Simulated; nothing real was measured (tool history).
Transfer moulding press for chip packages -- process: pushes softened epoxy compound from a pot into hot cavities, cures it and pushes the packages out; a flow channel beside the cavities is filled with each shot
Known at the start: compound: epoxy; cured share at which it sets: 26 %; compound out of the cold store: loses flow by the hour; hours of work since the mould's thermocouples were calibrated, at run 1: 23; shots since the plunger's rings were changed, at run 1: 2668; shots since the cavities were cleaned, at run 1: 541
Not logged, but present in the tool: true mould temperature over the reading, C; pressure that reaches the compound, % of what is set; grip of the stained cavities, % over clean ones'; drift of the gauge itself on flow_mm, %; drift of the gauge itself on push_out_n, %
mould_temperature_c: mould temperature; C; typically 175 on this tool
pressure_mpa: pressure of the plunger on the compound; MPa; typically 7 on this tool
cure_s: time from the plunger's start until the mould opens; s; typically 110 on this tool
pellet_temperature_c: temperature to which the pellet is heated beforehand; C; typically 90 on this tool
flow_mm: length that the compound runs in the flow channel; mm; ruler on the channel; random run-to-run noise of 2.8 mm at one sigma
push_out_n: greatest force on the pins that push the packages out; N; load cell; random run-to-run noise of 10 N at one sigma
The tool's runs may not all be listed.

run	day	mould_temperature_c	pressure_mpa	cure_s	pellet_temperature_c	hours of work since the mould's thermocouples were calibrated	shots since the plunger's rings were changed	shots since the cavities were cleaned	incoming compound's hours out of the cold store	flow_mm	push_out_n
1	0	175	7	110	90	23	2668	541	13.2	564	694
# day 0.296: cavities cleaned with cleaning compound and waxed
# day 2.333: cavities cleaned with cleaning compound and waxed
# day 2.638: plunger's sealing rings changed
2	3.175	175	7	110	89	75	161	221	24.9	537	595
# day 4.662: cavities cleaned with cleaning compound and waxed
3	6.071	175	7	110	89	125	1010	422	44.3	462	626
# day 6.788: cavities cleaned with cleaning compound and waxed
# day 9.021: cavities cleaned with cleaning compound and waxed
4	9.746	175	7	138	90	187	2076	218	35.4	483	506
# day 11.004: cavities cleaned with cleaning compound and waxed
# day 13.121: cavities cleaned with cleaning compound and waxed
5	13.121	175	7	138	90	244	3051	0	11.2	560	403
# day 14.346: plunger's sealing rings changed
# day 14.696: cavities cleaned with cleaning compound and waxed, once more
6	15.346	175	6.82	110	90	280	281	195	13.5	573	561
# day 16.679: cavities cleaned with cleaning compound and waxed
# day 18.817: cavities cleaned with cleaning compound and waxed
7	19.338	175	6.82	110	90	348	1440	155	25.9	511	526
# day 20.788: cavities cleaned with cleaning compound and waxed
# day 22.9: cavities cleaned with cleaning compound and waxed
8	23.212	175	7	110	90	414	2566	95	26.8	512	539
# day 25.133: cavities cleaned with cleaning compound and waxed
9	25.7	175	7	110	95	457	3292	170	35.1	479	542
# day 26.138: plunger's sealing rings changed
# day 27.225: cavities cleaned with cleaning compound and waxed
10	28.125	175	7	110	100	496	578	270	28.8	520	545
# day 29.45: cavities cleaned with cleaning compound and waxed
11	31.112	175	7	110	100	548	1456	500	30.6	501	648
# day 31.525: cavities cleaned with cleaning compound and waxed
12	32.829	175	7	110	100	577	1952	392	31.1	499	626
# day 33.488: cavities cleaned with cleaning compound and waxed
# day 35.583: cavities cleaned with cleaning compound and waxed
13	36.379	175	7	110	100	637	2978	238	46.6	439	525
# day 37.9: plunger's sealing rings changed
# day 37.962: cavities cleaned with cleaning compound and waxed
# day 38.917: mould's thermocouples calibrated
# day 40.079: cavities cleaned with cleaning compound and waxed
14	40.167	175	7	110	100	21	617	27	13.6	574	502
15	41.854	175	5.84	110	90	50	1123	533	43.2	426	620
# day 42.1: cavities cleaned with cleaning compound and waxed
# day 44.175: cavities cleaned with cleaning compound and waxed
16	45.254	175	5.84	110	90	108	2105	323	29.5	456	621
# day 46.221: cavities cleaned with cleaning compound and waxed
# day 48.304: cavities cleaned with cleaning compound and waxed
17	48.904	182	6.19	95	90	170	3162	180	28.6	458	493
# day 49.762: plunger's sealing rings changed
# day 50.458: cavities cleaned with cleaning compound and waxed
# day 52.65: cavities cleaned with cleaning compound and waxed
18	52.717	175	7	126	88	233	848	20	40.1	480	442
19	54.358	175	7	126	88	262	1341	513	12.4	571	605
# day 54.642: cavities cleaned with cleaning compound and waxed
# day 56.738: cavities cleaned with cleaning compound and waxed
20	58.346	172	6.66	125	83	329	2498	481	24.3	510	632
# day 58.879: cavities cleaned with cleaning compound and waxed
# day 60.917: cavities cleaned with cleaning compound and waxed
# day 61.596: plunger's sealing rings changed
21	62.125	172	6.66	125	83	392	159	332	40.6	475	575
# day 63.154: cavities cleaned with cleaning compound and waxed
22	63.833	172	6.66	125	83	420	652	203	23.2	523	553
# day 65.154: cavities cleaned with cleaning compound and waxed
23	65.875	178	5.43	109	83	455	1246	217	25	459	523
# day 67.129: cavities cleaned with cleaning compound and waxed
# day 69.112: cavities cleaned with cleaning compound and waxed
24	69.892	183	7.82	103	92	524	2414	235	31.2	508	507

Table of differences, measured result less the result of that run with no hidden state. Run-to-run variation is the same in both. Gauge scatter possibly is not:
run	flow_mm	push_out_n
1	-19	+199
2	-2	+86
3	-7	+147
4	-14	+76
5	-24	-3
6	-4	+59
7	-10	+50
8	-18	+36
9	-22	+64
10	-6	+80
11	-11	+149
12	-14	+130
13	-19	+72
14	-6	+9
15	-7	+155
16	-13	+123
17	-20	+61
18	-7	+4
19	-12	+153
20	-19	+139
21	-5	+113
22	-9	+60
23	-11	+75
24	-20	+79
